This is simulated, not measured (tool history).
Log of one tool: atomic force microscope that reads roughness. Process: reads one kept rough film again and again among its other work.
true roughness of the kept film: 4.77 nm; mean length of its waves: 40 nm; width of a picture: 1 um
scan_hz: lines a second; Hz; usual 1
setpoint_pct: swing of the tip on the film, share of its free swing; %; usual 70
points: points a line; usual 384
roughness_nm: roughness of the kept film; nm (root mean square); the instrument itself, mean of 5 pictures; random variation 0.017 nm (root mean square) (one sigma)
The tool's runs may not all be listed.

| run | hour | scan_hz | setpoint_pct | points | roughness_nm |
|---|---|---|---|---|---|
| 1 | 0 | 1 | 70 | 384 | 3.754 |
| 2 | 4.8 | 1 | 70 | 384 | 3.718 |
| 3 | 9.7 | 1 | 70 | 384 | 3.667 |
| 4 | 14.8 | 1 | 70 | 384 | 3.627 |
|  | 16.3 | height scale calibrated on a step standard |
| 5 | 21.3 | 1 | 70 | 384 | 3.65 |
|  | 23.4 | new tip fitted |
| 6 | 26.3 | 1 | 70 | 384 | 3.997 |
| 7 | 35.8 | 1 | 70 | 611 | 3.945 |
| 8 | 42.3 | 3.86 | 66 | 732 | 3.54 |
|  | 46.1 | height scale calibrated on a step standard, once more |
| 9 | 48.1 | 3.86 | 66 | 732 | 3.53 |

Forecast run 10:
| 10 | 56.4 | 2.19 | 80 | 442 | ? |

Run 10 gave roughness_nm 3.347 nm (root mean square).
Without the tool's hidden state the same run would have given roughness_nm 3.532 nm (root mean square).
